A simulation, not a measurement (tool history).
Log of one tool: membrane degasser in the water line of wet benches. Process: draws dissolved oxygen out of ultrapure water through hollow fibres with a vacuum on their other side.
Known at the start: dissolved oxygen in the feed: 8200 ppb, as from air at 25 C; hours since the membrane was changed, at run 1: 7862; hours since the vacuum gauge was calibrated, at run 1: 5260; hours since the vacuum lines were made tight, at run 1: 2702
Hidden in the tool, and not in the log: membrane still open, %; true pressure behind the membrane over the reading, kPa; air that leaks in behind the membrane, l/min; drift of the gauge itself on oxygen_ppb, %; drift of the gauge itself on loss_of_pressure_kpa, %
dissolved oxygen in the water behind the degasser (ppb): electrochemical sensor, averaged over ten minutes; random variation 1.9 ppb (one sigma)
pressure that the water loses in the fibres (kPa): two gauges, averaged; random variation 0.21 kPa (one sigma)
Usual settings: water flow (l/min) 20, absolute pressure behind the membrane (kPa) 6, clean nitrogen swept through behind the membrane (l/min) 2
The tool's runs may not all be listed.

run	hour	water flow (l/min)	absolute pressure behind the membrane (kPa)	clean nitrogen swept through behind the membrane (l/min)	hours since the membrane was changed	hours since the vacuum gauge was calibrated	hours since the vacuum lines were made tight	dissolved oxygen in the water behind the degasser (ppb)	pressure that the water loses in the fibres (kPa)
1	0	20	6	2	7862	5260	2702	213.7	51.82
2	200.3	20	6	2	8062	5461	2902	221.4	51.85
3	328.6	20	6	2	8190	5589	3030	219.1	51.96
4	464.5	20	6	2	8326	5725	3166	219.2	51.7
5	664.2	20	6	2	8526	5925	3366	222.8	51.85
6	863.9	20	6	2	8726	6124	3566	223.4	52.04
7	1008.2	20	6	2	8870	6269	3710	223	52.48
8	1119.6	20	6	2	8981	6380	3821	220.2	51.96
9	1231.2	20	6	2	9093	6492	3933	222.5	52.03
10	1344	20	6	0.85	9206	6604	4046	311.2	52.2
11	1571.6	18	6	2	9433	6832	4273	182.9	47.17
12	1701.3	27	5.96	3.78	9563	6962	4403	329.6	70.74
13	1923.2	13	9.5	2	9785	7184	4625	159.7	33.95
14	2147.7	13	3.75	3.14	10009	7408	4849	61	34.32
15	2397.6	18	13.21	2.44	10259	7658	5099	302.5	47.13
16	2535.6	18	13.21	2.44	10397	7796	5237	299.4	47.18
17	2650.5	18	4.85	2.44	10512	7911	5352	156.8	46.8

5 ways to go on from here, each from the tool as it stands after run 17. What would each give?
A	2786.7	26	3.69	0.83	10648	8047	5489	?	?
B	2786.7	13	4.85	5.03	10648	8047	5489	?	?
C	2786.7	16	6.63	1.61	10648	8047	5489	?	?
D	2786.7	20	5.18	2	10648	8047	5489	?	?
E	2786.7	26	13.34	1.17	10648	8047	5489	?	?

run	dissolved oxygen in the water behind the degasser (ppb)	pressure that the water loses in the fibres (kPa)
A	335.1	68.45
B	64.8	34.32
C	185.2	41.85
D	215	52.14
E	738.8	67.77
Without the tool's hidden state the same runs would have given:
run	dissolved oxygen in the water behind the degasser (ppb)	pressure that the water loses in the fibres (kPa)
A	247.9	64.9
B	47.7	32.54
C	147.6	39.67
D	168.2	49.42
E	664	64.23

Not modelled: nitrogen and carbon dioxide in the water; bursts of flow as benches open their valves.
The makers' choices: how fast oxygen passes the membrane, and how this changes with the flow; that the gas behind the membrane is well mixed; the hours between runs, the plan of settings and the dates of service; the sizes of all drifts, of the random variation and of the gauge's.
